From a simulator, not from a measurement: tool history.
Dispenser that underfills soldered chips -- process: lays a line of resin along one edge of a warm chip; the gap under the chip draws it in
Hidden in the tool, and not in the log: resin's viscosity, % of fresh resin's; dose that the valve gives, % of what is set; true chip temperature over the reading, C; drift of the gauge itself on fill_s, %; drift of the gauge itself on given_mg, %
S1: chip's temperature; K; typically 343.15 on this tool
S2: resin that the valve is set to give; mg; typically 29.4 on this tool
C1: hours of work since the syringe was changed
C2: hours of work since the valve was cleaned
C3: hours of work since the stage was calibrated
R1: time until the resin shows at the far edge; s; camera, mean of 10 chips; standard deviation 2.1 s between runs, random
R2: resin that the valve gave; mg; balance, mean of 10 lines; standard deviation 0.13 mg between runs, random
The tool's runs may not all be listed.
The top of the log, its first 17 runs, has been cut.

run   hour      S1    S2  C1  C2   C3     R1     R2
     135.5  -- new syringe of resin
 18  137.7  336.15  30.2   2  64  302  338.4  29.62
 19  143.6  336.15  30.2   6  68  306  396.1  29.61
     150.0  -- new syringe of resin
 20  154.6  330.15  30.3   3  76  314  496.1  29.64
     164.4  -- new syringe of resin
 21  165.0  339.15  30.3   0  83  321  274.2  29.43
 22  170.9  339.15  30.3   5  87  325  321.7  29.34
     177.7  -- dispensing valve cleaned and set on the balance
     180.5  -- new syringe of resin
 23  184.1  339.15  31.9   2   4  333  307.4  32.04
 24  190.4  338.15  25.8   7   9  337  387.7  25.67
     195.5  -- new syringe of resin
 25  200.5  338.15  25.8   4  15  344  342.4  25.78
 26  209.1  338.15  25.8  10  21  350  426.6  25.59
     210.3  -- new syringe of resin
 27  219.3  338.15  25.8   6  28  357  378.5  25.56
     225.3  -- new syringe of resin
 28  225.9  329.15  30.9   0  33  361  478.2  30.54
 29  232.0  336.15  27.7   5  37  366  391.1  27.59
     239.9  -- new syringe of resin
 30  240.0  336.15  27.7   0  42  371  327.4  27.41
 31  249.0  343.15  31.9   6  49  377  289.8  31.45
     254.5  -- new syringe of resin
 32  254.8  351.15  25.8   0  52  381  167.0  25.34
 33  266.3  358.15  26.3   8  60  389  161.5  25.70

Here are 5 independent what-if runs from the current tool condition. What would each one return?
     269.4  -- new syringe of resin
  A  272.1  343.15  36.9   2  64  393   ?   ?
     269.4  -- new syringe of resin
  B  272.1  343.15  34.3   2  64  393   ?   ?
     269.4  -- new syringe of resin
  C  272.1  353.15  36.3   2  64  393   ?   ?
     269.4  -- new syringe of resin
  D  272.1  331.15  26.9   2  64  393   ?   ?
     269.4  -- new syringe of resin
  E  272.1  331.15  29.6   2  64  393   ?   ?

run     R1     R2
  A  241.6  36.05
  B  246.1  33.55
  C  153.9  35.42
  D  467.6  26.50
  E  447.4  29.10
Take away the tool's hidden state, keep each run's random variation, and the runs would have read:
run     R1     R2
  A  202.5  36.81
  B  206.2  34.25
  C  129.9  36.17
  D  387.2  27.06
  E  371.1  29.71

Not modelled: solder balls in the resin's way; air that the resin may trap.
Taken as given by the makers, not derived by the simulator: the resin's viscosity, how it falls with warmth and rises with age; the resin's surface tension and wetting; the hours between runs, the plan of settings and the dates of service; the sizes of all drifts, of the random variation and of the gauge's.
